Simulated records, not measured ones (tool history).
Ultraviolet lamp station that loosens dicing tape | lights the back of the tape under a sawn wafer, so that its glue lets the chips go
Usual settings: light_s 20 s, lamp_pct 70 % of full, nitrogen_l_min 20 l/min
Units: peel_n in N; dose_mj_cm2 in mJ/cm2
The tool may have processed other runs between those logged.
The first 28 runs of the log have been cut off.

run	hour	light_s	lamp_pct	nitrogen_l_min	peel_n	dose_mj_cm2
29	426.8	11	81	20	1.563	147
30	437.1	19	66	27	0.954	201
31	451.1	19	79	20	0.857	243
32	470.0	19	79	20	0.822	241
33	482.0	13	70	20	1.553	144
34	497.8	36	70	20	0.352	396
35	508.0	36	65	7	0.650	371
36	525.5	36	65	7	0.655	369
37	536.4	31	65	7	0.814	317
38	545.2	31	65	7	0.821	315
39	555.8	20	81	20	0.768	251
40	575.2	37	70	6	0.608	404
41	595.8	37	70	6	0.604	404

Forecast each of these 4 alternatives for the next run:
A	610.1	27	70	6	?	?
B	610.1	33	75	27	?	?
C	610.1	20	71	27	?	?
D	610.1	33	70	14	?	?

run	peel_n	dose_mj_cm2
A	1.005	288
B	0.340	382
C	0.866	216
D	0.467	350
With the hidden condition removed and each run's random variation left untouched, the same runs would have given:
run	peel_n	dose_mj_cm2
A	0.617	394
B	0.220	521
C	0.521	295
D	0.273	479

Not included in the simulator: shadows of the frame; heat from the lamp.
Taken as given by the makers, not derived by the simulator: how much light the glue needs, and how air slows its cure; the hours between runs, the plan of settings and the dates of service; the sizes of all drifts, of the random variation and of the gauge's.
